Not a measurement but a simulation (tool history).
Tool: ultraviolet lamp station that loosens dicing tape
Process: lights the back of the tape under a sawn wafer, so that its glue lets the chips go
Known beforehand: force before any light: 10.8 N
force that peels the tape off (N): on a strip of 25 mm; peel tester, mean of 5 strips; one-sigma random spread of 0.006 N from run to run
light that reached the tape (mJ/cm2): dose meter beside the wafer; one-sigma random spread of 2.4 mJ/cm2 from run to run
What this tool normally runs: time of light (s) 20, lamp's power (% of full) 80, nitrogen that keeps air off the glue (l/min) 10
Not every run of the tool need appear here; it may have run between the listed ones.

| run | hour | time of light (s) | lamp's power (% of full) | nitrogen that keeps air off the glue (l/min) | force that peels the tape off (N) | light that reached the tape (mJ/cm2) |
|---|---|---|---|---|---|---|
| 1 | 0 | 20 | 80 | 10 | 0.265 | 218 |
| 2 | 10.6 | 20 | 80 | 10 | 0.263 | 219 |
| 3 | 21.4 | 20 | 80 | 10 | 0.279 | 219 |
| 4 | 30.3 | 20 | 80 | 10 | 0.27 | 215 |
| 5 | 39.1 | 17 | 80 | 10 | 0.437 | 181 |
| 6 | 46.3 | 17 | 80 | 10 | 0.437 | 183 |
| 7 | 53.9 | 17 | 80 | 10 | 0.455 | 183 |
| 8 | 64.7 | 20 | 80 | 10 | 0.278 | 211 |
| 9 | 74.4 | 20 | 80 | 10 | 0.295 | 207 |
| 10 | 80.2 | 20 | 80 | 4 | 0.546 | 210 |
| 11 | 90.4 | 20 | 80 | 4 | 0.6 | 211 |
| 12 | 97.4 | 20 | 80 | 4 | 0.59 | 207 |
| 13 | 104.3 | 11 | 80 | 10 | 1.4 | 115 |
|  | 107.2 | window cleaned of glue's vapour |
| 14 | 114.6 | 11 | 80 | 10 | 0.902 | 136 |
| 15 | 124 | 11 | 80 | 10 | 0.941 | 135 |
| 16 | 132 | 11 | 80 | 10 | 0.964 | 132 |
| 17 | 141.5 | 11 | 80 | 10 | 0.976 | 133 |
| 18 | 147.7 | 11 | 80 | 10 | 0.992 | 134 |
| 19 | 156.9 | 11 | 80 | 10 | 1.004 | 130 |
| 20 | 165 | 25 | 80 | 10 | 0.139 | 301 |
| 21 | 173.5 | 20 | 80 | 8 | 0.228 | 241 |
| 22 | 180.7 | 20 | 80 | 8 | 0.242 | 236 |
| 23 | 185.7 | 20 | 95 | 10 | 0.15 | 279 |
| 24 | 193.6 | 20 | 95 | 10 | 0.16 | 282 |
| 25 | 200.6 | 20 | 88 | 4 | 0.336 | 258 |
| 26 | 205.6 | 30 | 77 | 12 | 0.103 | 337 |
| 27 | 211.4 | 30 | 77 | 12 | 0.112 | 342 |
| 28 | 216.4 | 30 | 67 | 12 | 0.119 | 291 |
| 29 | 227.6 | 33 | 73 | 12 | 0.111 | 346 |
| 30 | 238.7 | 20 | 60 | 5 | 0.821 | 170 |
| 31 | 243.4 | 20 | 66 | 6 | 0.538 | 189 |
| 32 | 251.1 | 20 | 66 | 6 | 0.544 | 189 |
| 33 | 257 | 20 | 84 | 13 | 0.189 | 238 |
| 34 | 265.7 | 20 | 84 | 13 | 0.186 | 239 |
| 35 | 273.6 | 11 | 80 | 12 | 1.044 | 125 |
| 36 | 282.5 | 13 | 77 | 4 | 1.398 | 139 |
| 37 | 289.2 | 20 | 62 | 6 | 0.66 | 177 |
| 38 | 294.1 | 20 | 62 | 6 | 0.703 | 176 |
| 39 | 303.9 | 20 | 71 | 10 | 0.352 | 198 |
| 40 | 314.6 | 20 | 79 | 3 | 0.658 | 215 |
| 41 | 325.5 | 31 | 63 | 11 | 0.157 | 269 |
| 42 | 330.6 | 20 | 96 | 4 | 0.309 | 261 |
| 43 | 337 | 20 | 96 | 4 | 0.326 | 264 |

5 options for the next run, each taken on its own from the tool as it stands now. Forecast them:
| A | 347.8 | 28 | 81 | 10 | ? | ? |
| B | 347.8 | 27 | 73 | 4 | ? | ? |
| C | 347.8 | 20 | 61 | 5 | ? | ? |
| D | 347.8 | 20 | 80 | 11 | ? | ? |
| E | 347.8 | 19 | 73 | 17 | ? | ? |

| run | force that peels the tape off (N) | light that reached the tape (mJ/cm2) |
|---|---|---|
| A | 0.133 | 306 |
| B | 0.291 | 269 |
| C | 0.855 | 168 |
| D | 0.26 | 218 |
| E | 0.294 | 191 |
With the hidden condition removed and each run's random variation left untouched, the same runs would have given:
| run | force that peels the tape off (N) | light that reached the tape (mJ/cm2) |
|---|---|---|
| A | 0.11 | 372 |
| B | 0.177 | 327 |
| C | 0.53 | 203 |
| D | 0.165 | 264 |
| E | 0.181 | 231 |
